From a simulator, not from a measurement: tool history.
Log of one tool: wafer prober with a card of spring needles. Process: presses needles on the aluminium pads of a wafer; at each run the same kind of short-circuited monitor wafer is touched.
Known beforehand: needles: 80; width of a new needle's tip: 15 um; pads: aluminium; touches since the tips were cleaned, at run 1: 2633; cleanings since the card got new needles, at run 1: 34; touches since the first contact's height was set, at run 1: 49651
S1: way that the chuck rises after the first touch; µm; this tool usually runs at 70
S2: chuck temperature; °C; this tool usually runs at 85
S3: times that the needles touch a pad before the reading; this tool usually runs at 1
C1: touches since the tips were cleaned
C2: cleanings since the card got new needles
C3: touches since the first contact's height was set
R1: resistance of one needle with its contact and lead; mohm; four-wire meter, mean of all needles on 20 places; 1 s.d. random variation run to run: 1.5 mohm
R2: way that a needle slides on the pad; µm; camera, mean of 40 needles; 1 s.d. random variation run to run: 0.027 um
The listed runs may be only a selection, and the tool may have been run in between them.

Run 1, hour 0.0: usual settings; C1 2633; C2 34; C3 49651. Result: R1 135 mohm, R2 18.86 µm.
At hour 1.7: tips cleaned on abrasive film.
Run 2, hour 4.5: usual settings; C1 1925; C2 35; C3 52695. Result: R1 136 mohm, R2 18.91 µm.
At hour 7.6: tips cleaned on abrasive film.
Run 3, hour 8.9: usual settings but S2 29 °C; C1 958; C2 36; C3 55674. Result: R1 125 mohm, R2 18.90 µm.
At hour 13.1: tips cleaned on abrasive film.
At hour 18.7: tips cleaned on abrasive film.
Run 4, hour 18.7: usual settings but S2 29 °C; C1 29; C2 38; C3 62290. Result: R1 128 mohm, R2 18.86 µm.
At hour 24.2: tips cleaned on abrasive film.
Run 5, hour 26.6: usual settings but S2 29 °C; C1 1673; C2 39; C3 67639. Result: R1 122 mohm, R2 18.97 µm.
At hour 30.2: tips cleaned on abrasive film.
Run 6, hour 34.8: usual settings but S1 53 µm; C1 3158; C2 40; C3 73236. Result: R1 139 mohm, R2 14.32 µm.
At hour 36.1: tips cleaned on abrasive film.
At hour 42.3: tips cleaned on abrasive film.
Run 7, hour 43.5: usual settings but S1 53 µm; C1 830; C2 42; C3 79098. Result: R1 138 mohm, R2 14.33 µm.
At hour 48.3: tips cleaned on abrasive film.
Run 8, hour 52.0: usual settings but S1 53 µm; C1 2526; C2 43; C3 84859. Result: R1 141 mohm, R2 14.35 µm.
At hour 54.3: tips cleaned on abrasive film.
At hour 60.1: tips cleaned on abrasive film.
Run 9, hour 60.6: usual settings but S2 25 °C; C1 361; C2 45; C3 90648. Result: R1 124 mohm, R2 18.99 µm.
At hour 65.8: tips cleaned on abrasive film.
At hour 67.7: height of the first contact set anew.
Run 10, hour 68.7: usual settings; C1 1771; C2 46; C3 687. Result: R1 134 mohm, R2 19.02 µm.
At hour 71.6: tips cleaned on abrasive film.
Run 11, hour 72.7: usual settings but S3 2; C1 796; C2 47; C3 3428. Result: R1 135 mohm, R2 19.00 µm.
At hour 77.8: tips cleaned on abrasive film.
Run 12, hour 80.8: usual settings but S3 2; C1 2091; C2 48; C3 8945. Result: R1 133 mohm, R2 19.00 µm.
At hour 84.0: tips cleaned on abrasive film.
Run 13, hour 88.7: usual settings but S1 83 µm, S2 111 °C, S3 3; C1 3264; C2 49; C3 14290. Result: R1 137 mohm, R2 22.53 µm.
At hour 89.6: tips cleaned on abrasive film.
At hour 95.2: tips cleaned on abrasive film.
Run 14, hour 95.2: usual settings; C1 0; C2 51; C3 18613. Result: R1 135 mohm, R2 19.04 µm.
At hour 101.1: tips cleaned on abrasive film.
Run 15, hour 101.5: usual settings but S2 47 °C; C1 255; C2 52; C3 22913. Result: R1 127 mohm, R2 19.11 µm.
At hour 107.0: tips cleaned on abrasive film.
Run 16, hour 107.6: usual settings but S1 75 µm, S2 64 °C, S3 2; C1 451; C2 53; C3 27073. Result: R1 132 mohm, R2 20.47 µm.
Run 17, hour 111.6: usual settings but S1 75 µm, S2 64 °C, S3 2; C1 3199; C2 53; C3 29821. Result: R1 133 mohm, R2 20.40 µm.
At hour 113.2: tips cleaned on abrasive film.
Run 18, hour 118.0: usual settings but S1 75 µm, S2 64 °C, S3 2; C1 3240; C2 54; C3 34107. Result: R1 133 mohm, R2 20.47 µm.
At hour 119.0: tips cleaned on abrasive film.
At hour 124.8: tips cleaned on abrasive film.
Run 19, hour 126.3: usual settings but S1 74 µm, S2 64 °C, S3 2; C1 1034; C2 56; C3 39730. Result: R1 129 mohm, R2 20.19 µm.
At hour 130.5: tips cleaned on abrasive film.
Run 20, hour 133.0: usual settings but S1 74 µm, S2 64 °C, S3 2; C1 1751; C2 57; C3 44298. Result: R1 131 mohm, R2 20.18 µm.
At hour 136.0: tips cleaned on abrasive film.
At hour 141.6: tips cleaned on abrasive film.
Run 21, hour 141.6: usual settings but S2 25 °C, S3 2; C1 0; C2 59; C3 50055. Result: R1 124 mohm, R2 19.15 µm.

Predict each of these 4 candidate next runs independently; none follows another, all start after run 21:
At hour 147.1: tips cleaned on abrasive film.
Run A, hour 147.6: usual settings but S1 57 µm, S2 55 °C; C1 324; C2 60; C3 54114. Result: R1 ?, R2 ?.
At hour 147.1: tips cleaned on abrasive film.
Run B, hour 147.6: usual settings but S1 75 µm, S3 3; C1 324; C2 60; C3 54114. Result: R1 ?, R2 ?.
At hour 147.1: tips cleaned on abrasive film.
Run C, hour 147.6: usual settings but S1 81 µm, S2 83 °C, S3 2; C1 324; C2 60; C3 54114. Result: R1 ?, R2 ?.
At hour 147.1: tips cleaned on abrasive film.
Run D, hour 147.6: usual settings but S1 78 µm, S2 25 °C, S3 2; C1 324; C2 60; C3 54114. Result: R1 ?, R2 ?.

run   R1     R2
  A  130  15.61
  B  134  20.56
  C  132  22.11
  D  123  21.39
With the hidden condition removed and each run's random variation left untouched, the same runs would have given:
run   R1     R2
  A  130  15.39
  B  134  20.26
  C  132  21.78
  D  123  21.08

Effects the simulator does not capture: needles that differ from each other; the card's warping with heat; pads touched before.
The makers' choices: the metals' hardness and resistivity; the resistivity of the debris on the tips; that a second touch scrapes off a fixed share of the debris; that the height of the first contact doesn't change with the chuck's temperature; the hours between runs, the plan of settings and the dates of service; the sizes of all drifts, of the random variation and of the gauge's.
